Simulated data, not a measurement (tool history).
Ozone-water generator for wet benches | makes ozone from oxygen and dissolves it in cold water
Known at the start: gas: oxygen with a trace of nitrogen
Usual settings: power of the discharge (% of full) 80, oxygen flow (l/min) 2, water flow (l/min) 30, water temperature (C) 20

run   hour  power of the discharge (% of full)  oxygen flow (l/min)  water flow (l/min)  water temperature (C)  dissolved ozone (ppm)  ozone in the gas ahead of the water (g/m3)
  1      0                                  80                    2                  30                     20                    8.6                                       192.4
  2     16                                  80                    2                  30                     15                    8.8                                       192.1
  3   29.6                                  80                    2                  30                     20                    8.5                                       193.3
  4   59.5                                  80                    2                  30                     26                    8.2                                       192.7
  5   83.1                                  80                    2                  30                     20                    8.5                                       193.6
  6   99.1                                  80                    2                  46                     20                    5.4                                       193.8
  7  113.3                                  80                 1.09                  46                     20                    4.2                                       250.8
  8  139.6                                  80                 1.09                  46                     20                    4.1                                       252.2
  9  170.5                                  80                 1.09                  46                     20                    4.3                                       253.7
 10  194.9                                  80                 1.09                  46                     20                    4.3                                       251.9
 11  218.2                                  80                    2                  21                     20                   12.1                                       195.7
 12  241.4                                  80                    2                  30                     20                    8.6                                       193.7
 13  262.1                                  80                    2                  30                     20                    8.6                                       197.9
 14  285.6                                  80                    2                  30                     20                    8.7                                       199.1
     303.8  -- gauge calibrated
 15  313.8                                  80                    2                  37                     20                    6.7                                       190.9
 16    330                                  80                 2.97                  30                     20                    9.9                                       163.5
 17  351.2                                  80                    2                  30                     19                    8.5                                       193.5
 18  367.4                                  54                    2                  20                     20                    9.2                                       146.3
 19  388.1                                  54                    2                  20                     20                    9.3                                       145.3
 20  406.6                                  80                 3.17                  30                     20                   10.1                                       159.6
 21  438.6                                  65                 2.03                  30                     18                    7.5                                       165.8
 22  467.9                                  65                 2.03                  30                     18                    7.4                                       167.1
 23  496.3                                  65                 2.03                  30                     18                    7.4                                       168.5
 24  528.6                                  65                 2.03                  30                     18                    7.4                                       167.3
 25  544.9                                  65                 1.74                  30                     13                      7                                       179.9
 26  558.6                                  41                 1.09                  38                     25                    3.1                                       156.5
 27  577.6                                  88                  3.1                  42                     18                      8                                       176.1
     602.5  -- gauge calibrated
 28  607.6                                  60                 2.87                  22                     20                   10.3                                       132.6
 29  631.2                                  80                    2                  44                     20                    5.8                                       191.3
 30  657.6                                  73                 3.09                  26                     23                   10.1                                       150.7
 31  683.3                                  73                 3.09                  26                     23                   10.3                                         151
 32  709.4                                  51                 3.16                  27                     14                    8.3                                       113.6

4 ways to go on from here, each from the tool as it stands after run 32. What would each give?
  A  740.6                                  80                 1.76                  43                     21                      ?                                           ?
  B  740.6                                  73                 1.57                  27                     14                      ?                                           ?
  C  740.6                                  44                    2                  33                     19                      ?                                           ?
  D  740.6                                  80                 1.86                  30                     20                      ?                                           ?

run  dissolved ozone (ppm)  ozone in the gas ahead of the water (g/m3)
  A                    5.5                                       206.1
  B                    8.2                                       200.9
  C                    5.1                                       125.5
  D                    8.1                                         199
Without the tool's hidden state the same runs would have given:
run  dissolved ozone (ppm)  ozone in the gas ahead of the water (g/m3)
  A                    5.5                                       203.5
  B                    8.2                                       198.3
  C                    5.1                                       123.9
  D                    8.1                                       196.5

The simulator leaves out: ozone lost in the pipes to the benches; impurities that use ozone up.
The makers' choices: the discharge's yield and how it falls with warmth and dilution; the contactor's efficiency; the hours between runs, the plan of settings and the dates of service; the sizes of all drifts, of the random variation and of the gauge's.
